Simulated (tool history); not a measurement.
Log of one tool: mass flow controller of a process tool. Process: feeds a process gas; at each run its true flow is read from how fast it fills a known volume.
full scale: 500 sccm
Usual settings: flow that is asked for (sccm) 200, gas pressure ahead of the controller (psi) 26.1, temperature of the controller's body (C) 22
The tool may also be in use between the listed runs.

| run | hour | flow that is asked for (sccm) | gas pressure ahead of the controller (psi) | temperature of the controller's body (C) | true flow (%) |
|---|---|---|---|---|---|
| 1 | 0 | 200 | 26.1 | 22 | 99.86 |
| 2 | 84.2 | 200 | 26.1 | 31 | 98.93 |
| 3 | 182.6 | 200 | 26.1 | 22 | 99.95 |
| 4 | 264.4 | 200 | 36.5 | 22 | 99.75 |
| 5 | 356.8 | 200 | 36.5 | 22 | 99.97 |
| 6 | 426.8 | 200 | 36.5 | 22 | 99.71 |
| 7 | 523.3 | 200 | 36.5 | 39 | 97.9 |
| 8 | 578 | 200 | 36.5 | 39 | 97.9 |
| 9 | 664.5 | 200 | 26.1 | 22 | 100.1 |
| 10 | 730.1 | 200 | 26.1 | 22 | 100.03 |
| 11 | 829 | 200 | 26.1 | 22 | 100.19 |
| 12 | 918.8 | 200 | 26.1 | 22 | 100.03 |
| 13 | 1009.4 | 200 | 26.1 | 22 | 100.09 |
| 14 | 1099.7 | 200 | 26.1 | 34 | 98.89 |
| 15 | 1153.9 | 200 | 26.1 | 34 | 98.8 |
| 16 | 1220.4 | 200 | 35.4 | 22 | 100.01 |
| 17 | 1312.9 | 200 | 31 | 22 | 100.17 |
| 18 | 1417.2 | 200 | 22.2 | 22 | 100.27 |
| 19 | 1504.4 | 200 | 22.2 | 22 | 100.18 |
| 20 | 1561 | 252 | 32.6 | 26 | 99.7 |
| 21 | 1606.2 | 252 | 32.6 | 26 | 99.66 |
| 22 | 1650.9 | 262 | 27.6 | 20 | 100.39 |
| 23 | 1704.5 | 200 | 34.1 | 27 | 99.68 |
| 24 | 1798.1 | 200 | 34.1 | 27 | 99.62 |
| 25 | 1860.7 | 200 | 34.1 | 27 | 99.71 |
| 26 | 1938.8 | 200 | 34.1 | 26 | 99.88 |
| 27 | 1992.5 | 114 | 29.4 | 24 | 101.36 |
| 28 | 2084.2 | 200 | 31.2 | 25 | 99.82 |
| 29 | 2176.6 | 310 | 26.1 | 22 | 100.33 |
| 30 | 2223.7 | 54 | 26.1 | 32 | 104.32 |
| 31 | 2306.4 | 67 | 20.5 | 32 | 102.95 |
| 32 | 2392.7 | 67 | 36.3 | 27 | 103.37 |
| 33 | 2460.7 | 227 | 27.8 | 28 | 99.58 |
| 34 | 2530.6 | 227 | 27.8 | 28 | 99.65 |
| 35 | 2639.2 | 63 | 26.1 | 25 | 104.35 |
| 36 | 2748.4 | 214 | 36.8 | 21 | 100.55 |

4 ways to go on from here, each from the tool as it stands after run 36. What would each give?
| A | 2803.7 | 200 | 38.6 | 23 | ? |
| B | 2803.7 | 66 | 26.1 | 34 | ? |
| C | 2803.7 | 244 | 28.7 | 33 | ? |
| D | 2803.7 | 200 | 26.1 | 32 | ? |

| run | true flow (%) |
|---|---|
| A | 100.29 |
| B | 103.17 |
| C | 99.04 |
| D | 99.37 |
Without the tool's hidden state the same runs would have given:
| run | true flow (%) |
|---|---|
| A | 98.57 |
| B | 96.71 |
| C | 97.74 |
| D | 97.64 |
